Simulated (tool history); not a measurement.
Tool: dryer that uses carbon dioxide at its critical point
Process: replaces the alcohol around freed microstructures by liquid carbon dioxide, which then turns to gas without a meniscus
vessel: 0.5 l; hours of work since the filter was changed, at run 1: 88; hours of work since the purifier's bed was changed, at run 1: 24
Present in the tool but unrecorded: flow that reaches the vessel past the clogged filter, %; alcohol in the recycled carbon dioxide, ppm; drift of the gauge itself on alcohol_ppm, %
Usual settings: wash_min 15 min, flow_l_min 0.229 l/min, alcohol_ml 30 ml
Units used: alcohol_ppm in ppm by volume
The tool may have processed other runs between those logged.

run	day	wash_min	flow_l_min	alcohol_ml	hours of work since the filter was changed	hours of work since the purifier's bed was changed	alcohol_ppm
1	0.000	15	0.229	30	88	24	146
2	0.562	15	0.229	30	94	30	150
3	1.625	15	0.229	30	105	41	160
4	2.638	15	0.229	30	116	51	149
5	3.550	15	0.229	30	126	61	168
6	4.025	15	0.229	104	131	66	525
7	4.617	15	0.229	104	137	72	547
8	5.583	15	0.229	104	147	82	560
9	6.221	18	0.229	20	154	89	55
10	6.783	19	0.229	90	160	95	119
11	7.325	19	0.367	31	165	100	31
12	7.817	13	0.229	32	170	106	390
13	8.746	13	0.194	32	180	115	861
14	9.867	13	0.194	32	192	127	850
15	10.529	13	0.318	106	199	134	186
16	11.108	23	0.366	21	205	140	26

Below are 3 alternative next runs, each starting from the tool's condition after run 16. Predict each:
A	12.242	23	0.288	21	217	152	?
B	12.242	15	0.190	92	217	152	?
C	12.242	11	0.266	74	217	152	?

run	alcohol_ppm
A	48
B	1479
C	991
Take away the tool's hidden state, keep each run's random variation, and the runs would have read:
run	alcohol_ppm
A	17
B	1144
C	752
